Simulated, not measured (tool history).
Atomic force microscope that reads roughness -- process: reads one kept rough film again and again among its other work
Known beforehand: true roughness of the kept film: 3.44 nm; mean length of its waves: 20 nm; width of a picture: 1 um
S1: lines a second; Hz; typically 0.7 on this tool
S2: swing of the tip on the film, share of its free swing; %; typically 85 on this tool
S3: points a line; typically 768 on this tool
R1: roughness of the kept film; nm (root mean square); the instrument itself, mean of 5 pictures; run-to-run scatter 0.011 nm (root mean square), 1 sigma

| run | day | S1 | S2 | S3 | R1 |
|---|---|---|---|---|---|
| 1 | 0 | 0.7 | 85 | 768 | 1.573 |
|  | 0.654 | new tip fitted |
| 2 | 0.729 | 0.7 | 85 | 768 | 2.504 |
| 3 | 1.308 | 0.7 | 85 | 768 | 2.323 |
| 4 | 1.888 | 0.7 | 85 | 768 | 2.168 |
| 5 | 2.567 | 0.7 | 85 | 768 | 2.003 |
| 6 | 3.092 | 0.7 | 85 | 768 | 1.884 |
| 7 | 3.783 | 0.7 | 85 | 768 | 1.765 |
| 8 | 4.104 | 0.7 | 85 | 768 | 1.695 |
| 9 | 4.454 | 0.7 | 85 | 768 | 1.67 |
| 10 | 4.962 | 0.7 | 85 | 768 | 1.572 |
| 11 | 5.358 | 0.7 | 85 | 768 | 1.52 |
|  | 5.858 | new tip fitted |
| 12 | 5.946 | 0.7 | 85 | 768 | 2.502 |
| 13 | 6.296 | 0.7 | 85 | 768 | 2.391 |
| 14 | 6.742 | 0.7 | 77 | 766 | 2.334 |
| 15 | 7.388 | 1.342 | 83 | 766 | 2.011 |
| 16 | 7.746 | 0.634 | 69 | 768 | 2.113 |
| 17 | 8.058 | 3.507 | 87 | 768 | 1.464 |
| 18 | 8.779 | 3.764 | 86 | 768 | 1.347 |
| 19 | 9.167 | 0.893 | 55 | 768 | 1.837 |
| 20 | 9.846 | 1.065 | 55 | 768 | 1.722 |

Pick out some run-to-run changes in R1. Of each, how much would a tool without hidden state show as well, from the settings, what came in and chance, and how much is left for the hidden state and any gauge scatter not in both results compared?
The tool's hidden condition here consists of: radius of the tip, nm; height scale over the true one, %; drift of the gauge itself on roughness_nm, %.
Run 1 -> 2: new tip fitted. R1 +0.931 nm (root mean square): hidden state +0.927, all else +0.004.
Run 11 -> 12: new tip fitted. R1 +0.982 nm (root mean square): hidden state +0.987, all else -0.005.

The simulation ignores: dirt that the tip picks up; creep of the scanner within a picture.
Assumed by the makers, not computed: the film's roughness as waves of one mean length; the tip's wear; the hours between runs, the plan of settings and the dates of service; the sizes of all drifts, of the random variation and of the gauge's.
